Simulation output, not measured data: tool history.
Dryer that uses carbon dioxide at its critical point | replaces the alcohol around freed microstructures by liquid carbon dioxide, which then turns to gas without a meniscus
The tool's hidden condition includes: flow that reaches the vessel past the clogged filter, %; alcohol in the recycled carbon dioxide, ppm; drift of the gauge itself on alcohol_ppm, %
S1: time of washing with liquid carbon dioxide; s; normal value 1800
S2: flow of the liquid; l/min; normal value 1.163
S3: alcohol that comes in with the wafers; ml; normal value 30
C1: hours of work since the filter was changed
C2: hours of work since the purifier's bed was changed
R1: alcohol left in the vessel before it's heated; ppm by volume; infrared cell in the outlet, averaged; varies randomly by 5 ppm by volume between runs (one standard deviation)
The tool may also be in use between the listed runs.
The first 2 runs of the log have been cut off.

run   hour    S1     S2  S3   C1   C2   R1
  3   49.7  1800  1.163  30  230  166   40
  4   60.1  1800  1.163  75  235  170   72
  5     71  1800  1.163  30  240  175   49
  6   83.7  1800  1.163  54  246  181   72
  7  103.5  1800  1.163  40  255  190   63
  8  123.2  1800  1.163  40  264  200   60
  9  140.7  1260  1.163  30  272  208  155
     159.1  -- inlet filter changed
 10    166  1260  1.163  30    3  219  110
 11    178  1800  1.163  94    9  224   82
 12  192.9  1800  1.163  94   16  231   78
 13  204.9  1800   0.97  30   21  237   75
 14  220.9  1800   1.83  30   29  244   46
 15  243.2  1800   1.83  30   39  254   48
 16  258.1  1800   1.83  30   46  261   52
 17  269.9  1800   1.83  30   51  267   46
 18  285.3  1800  1.163  30   58  274   66
 19  310.5  1800   0.99  30   70  286   85
 20  331.4  1620   1.81  24   80  295   51

Run 21 has not been measured yet. What should we expect?
 21  342.2  1620  1.81  24  85  300   ?

{"run 21": {"R1": 55}}
Minus the tool's unlogged condition, the same run would have read R1 4 ppm by volume.

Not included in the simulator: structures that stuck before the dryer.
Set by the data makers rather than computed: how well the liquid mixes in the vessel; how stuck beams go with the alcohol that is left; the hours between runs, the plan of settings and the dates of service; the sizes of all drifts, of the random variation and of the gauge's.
